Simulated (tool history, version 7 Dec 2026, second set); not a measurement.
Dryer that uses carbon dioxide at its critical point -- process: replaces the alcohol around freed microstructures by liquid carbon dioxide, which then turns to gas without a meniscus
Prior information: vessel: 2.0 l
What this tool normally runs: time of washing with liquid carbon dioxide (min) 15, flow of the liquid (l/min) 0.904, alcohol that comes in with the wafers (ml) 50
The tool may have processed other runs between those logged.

| run | day | time of washing with liquid carbon dioxide (min) | flow of the liquid (l/min) | alcohol that comes in with the wafers (ml) | alcohol left in the vessel before it's heated (ppm by volume) |
|---|---|---|---|---|---|
| 1 | 0 | 15 | 0.904 | 50 | 90 |
| 2 | 0.388 | 15 | 0.904 | 50 | 75 |
| 3 | 0.929 | 15 | 0.904 | 50 | 90 |
| 4 | 1.308 | 15 | 0.904 | 50 | 96 |
| 5 | 1.638 | 15 | 0.904 | 50 | 83 |
| 6 | 1.954 | 15 | 0.904 | 50 | 83 |
| 7 | 2.433 | 15 | 0.904 | 50 | 93 |
| 8 | 2.879 | 15 | 0.904 | 50 | 88 |
| 9 | 3.246 | 15 | 0.904 | 78 | 136 |
| 10 | 3.588 | 15 | 0.904 | 50 | 93 |
| 11 | 3.992 | 15 | 0.904 | 50 | 88 |
| 12 | 4.475 | 15 | 0.904 | 50 | 99 |
| 13 | 4.712 | 15 | 0.904 | 50 | 102 |
| 14 | 5.233 | 15 | 0.904 | 50 | 91 |
| 15 | 5.667 | 15 | 0.904 | 50 | 108 |
| 16 | 6.067 | 15 | 0.904 | 50 | 99 |
| 17 | 6.317 | 15 | 1.128 | 50 | 43 |
| 18 | 6.771 | 15 | 1.128 | 50 | 41 |
| 19 | 7.104 | 15 | 1.128 | 34 | 37 |
| 20 | 7.65 | 15 | 1.128 | 34 | 44 |
| 21 | 7.933 | 15 | 1.128 | 34 | 45 |
| 22 | 8.462 | 17 | 1.128 | 34 | 39 |
| 23 | 8.971 | 17 | 1.128 | 34 | 42 |
| 24 | 9.333 | 17 | 1.128 | 34 | 30 |
| 25 | 9.604 | 17 | 1.128 | 34 | 39 |
| 26 | 10.092 | 16 | 0.773 | 35 | 138 |
| 27 | 10.608 | 16 | 0.773 | 35 | 139 |
| 28 | 10.908 | 17 | 0.567 | 34 | 379 |
| 29 | 11.433 | 12 | 1.134 | 116 | 202 |
| 30 | 11.938 | 15 | 0.904 | 46 | 116 |
| 31 | 12.433 | 10 | 0.641 | 27 | 1003 |
| 32 | 12.908 | 10 | 0.641 | 27 | 997 |
| 33 | 13.346 | 10 | 0.858 | 89 | 1234 |
| 34 | 13.925 | 10 | 0.566 | 26 | 1387 |
| 35 | 14.304 | 12 | 0.772 | 50 | 593 |
| 36 | 14.75 | 12 | 0.772 | 50 | 585 |
| 37 | 15.058 | 12 | 0.772 | 69 | 802 |
| 38 | 15.379 | 15 | 0.63 | 45 | 521 |
| 39 | 15.696 | 15 | 0.63 | 45 | 526 |
| 40 | 16.254 | 10 | 0.91 | 95 | 1085 |
| 41 | 16.583 | 14 | 0.738 | 51 | 406 |
| 42 | 17.012 | 20 | 1.466 | 50 | 45 |
| 43 | 17.325 | 20 | 1.466 | 50 | 54 |
| 44 | 17.754 | 16 | 0.961 | 54 | 100 |
| 45 | 18.171 | 21 | 0.904 | 52 | 73 |
| 46 | 18.538 | 21 | 0.904 | 52 | 64 |
| 47 | 19.067 | 13 | 0.904 | 104 | 438 |
| 48 | 19.442 | 13 | 0.904 | 104 | 436 |

Table of differences, measured result less the result of that run with no hidden state. Run-to-run variation is the same in both. Gauge scatter possibly is not:
Unlogged tool condition in this case: flow that reaches the vessel past the clogged filter, %; alcohol in the recycled carbon dioxide, ppm; drift of the gauge itself on alcohol_ppm, %.
| run | alcohol left in the vessel before it's heated (ppm by volume) |
|---|---|
| 1 | +11 |
| 2 | +12 |
| 3 | +14 |
| 4 | +16 |
| 5 | +16 |
| 6 | +17 |
| 7 | +20 |
| 8 | +20 |
| 9 | +29 |
| 10 | +23 |
| 11 | +25 |
| 12 | +26 |
| 13 | +29 |
| 14 | +29 |
| 15 | +31 |
| 16 | +34 |
| 17 | +23 |
| 18 | +25 |
| 19 | +26 |
| 20 | +27 |
| 21 | +27 |
| 22 | +28 |
| 23 | +29 |
| 24 | +30 |
| 25 | +31 |
| 26 | +48 |
| 27 | +51 |
| 28 | +82 |
| 29 | +69 |
| 30 | +53 |
| 31 | +138 |
| 32 | +140 |
| 33 | +211 |
| 34 | +170 |
| 35 | +129 |
| 36 | +131 |
| 37 | +168 |
| 38 | +125 |
| 39 | +125 |
| 40 | +220 |
| 41 | +115 |
| 42 | +45 |
| 43 | +51 |
| 44 | +64 |
| 45 | +56 |
| 46 | +57 |
| 47 | +140 |
| 48 | +144 |
